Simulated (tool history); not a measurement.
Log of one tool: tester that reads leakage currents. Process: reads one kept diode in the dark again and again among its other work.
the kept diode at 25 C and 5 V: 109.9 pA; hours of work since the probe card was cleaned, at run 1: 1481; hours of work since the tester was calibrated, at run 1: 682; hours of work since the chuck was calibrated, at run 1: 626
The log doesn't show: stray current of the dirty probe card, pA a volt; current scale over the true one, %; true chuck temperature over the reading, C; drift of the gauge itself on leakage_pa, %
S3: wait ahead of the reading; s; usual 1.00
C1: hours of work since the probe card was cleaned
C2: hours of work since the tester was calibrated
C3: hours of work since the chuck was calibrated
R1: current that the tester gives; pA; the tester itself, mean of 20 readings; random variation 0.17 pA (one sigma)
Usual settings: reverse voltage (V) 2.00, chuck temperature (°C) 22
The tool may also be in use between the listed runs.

run 1 hour=0.0 | reverse_voltage_(V)=2.00 chuck_temperature_(°C)=22 S3=1.00 | C1=1481 C2=682 C3=626 | R1=56.96
run 2 hour=35.2 | reverse_voltage_(V)=2.00 chuck_temperature_(°C)=22 S3=1.00 | C1=1496 C2=697 C3=642 | R1=57.08
run 3 hour=71.0 | reverse_voltage_(V)=2.00 chuck_temperature_(°C)=22 S3=1.00 | C1=1512 C2=713 C3=658 | R1=57.00
run 4 hour=94.6 | reverse_voltage_(V)=2.00 chuck_temperature_(°C)=22 S3=1.00 | C1=1523 C2=724 C3=668 | R1=57.18
-- hour=134.9 chuck's temperature calibrated
run 5 hour=138.1 | reverse_voltage_(V)=2.45 chuck_temperature_(°C)=22 S3=1.00 | C1=1541 C2=742 C3=1 | R1=60.47
run 6 hour=162.6 | reverse_voltage_(V)=2.45 chuck_temperature_(°C)=22 S3=1.00 | C1=1552 C2=753 C3=12 | R1=60.51
run 7 hour=192.2 | reverse_voltage_(V)=2.45 chuck_temperature_(°C)=22 S3=1.00 | C1=1565 C2=766 C3=25 | R1=60.74
run 8 hour=224.5 | reverse_voltage_(V)=2.45 chuck_temperature_(°C)=22 S3=1.00 | C1=1579 C2=780 C3=40 | R1=60.67
run 9 hour=258.9 | reverse_voltage_(V)=2.45 chuck_temperature_(°C)=22 S3=1.00 | C1=1595 C2=796 C3=55 | R1=60.60
run 10 hour=298.3 | reverse_voltage_(V)=1.86 chuck_temperature_(°C)=23 S3=1.85 | C1=1612 C2=813 C3=73 | R1=57.53
run 11 hour=343.1 | reverse_voltage_(V)=1.70 chuck_temperature_(°C)=25 S3=0.76 | C1=1632 C2=833 C3=92 | R1=65.72
run 12 hour=373.4 | reverse_voltage_(V)=1.70 chuck_temperature_(°C)=35 S3=5.73 | C1=1646 C2=847 C3=106 | R1=155.97
run 13 hour=408.1 | reverse_voltage_(V)=2.00 chuck_temperature_(°C)=29 S3=0.40 | C1=1661 C2=862 C3=121 | R1=102.70
run 14 hour=440.9 | reverse_voltage_(V)=2.00 chuck_temperature_(°C)=24 S3=0.40 | C1=1676 C2=877 C3=136 | R1=66.47
run 15 hour=477.2 | reverse_voltage_(V)=8.09 chuck_temperature_(°C)=26 S3=1.10 | C1=1692 C2=893 C3=152 | R1=164.15
run 16 hour=505.4 | reverse_voltage_(V)=2.00 chuck_temperature_(°C)=22 S3=1.31 | C1=1704 C2=905 C3=164 | R1=55.32
run 17 hour=535.2 | reverse_voltage_(V)=2.00 chuck_temperature_(°C)=22 S3=1.31 | C1=1717 C2=918 C3=178 | R1=55.31
run 18 hour=559.8 | reverse_voltage_(V)=12.71 chuck_temperature_(°C)=51 S3=1.00 | C1=1728 C2=929 C3=189 | R1=1581.64

Forecast each of these 3 alternatives for the next run:
run A hour=590.0 | reverse_voltage_(V)=2.00 chuck_temperature_(°C)=47 S3=1.00 | C1=1742 C2=943 C3=202 | R1=?
run B hour=590.0 | reverse_voltage_(V)=3.33 chuck_temperature_(°C)=21 S3=6.39 | C1=1742 C2=943 C3=202 | R1=?
run C hour=590.0 | reverse_voltage_(V)=12.71 chuck_temperature_(°C)=41 S3=1.00 | C1=1742 C2=943 C3=202 | R1=?

run=A R1=448.19
run=B R1=65.99
run=C R1=728.96
Without the tool's hidden state the same runs would have given:
run=A R1=434.88
run=B R1=62.18
run=C R1=701.84
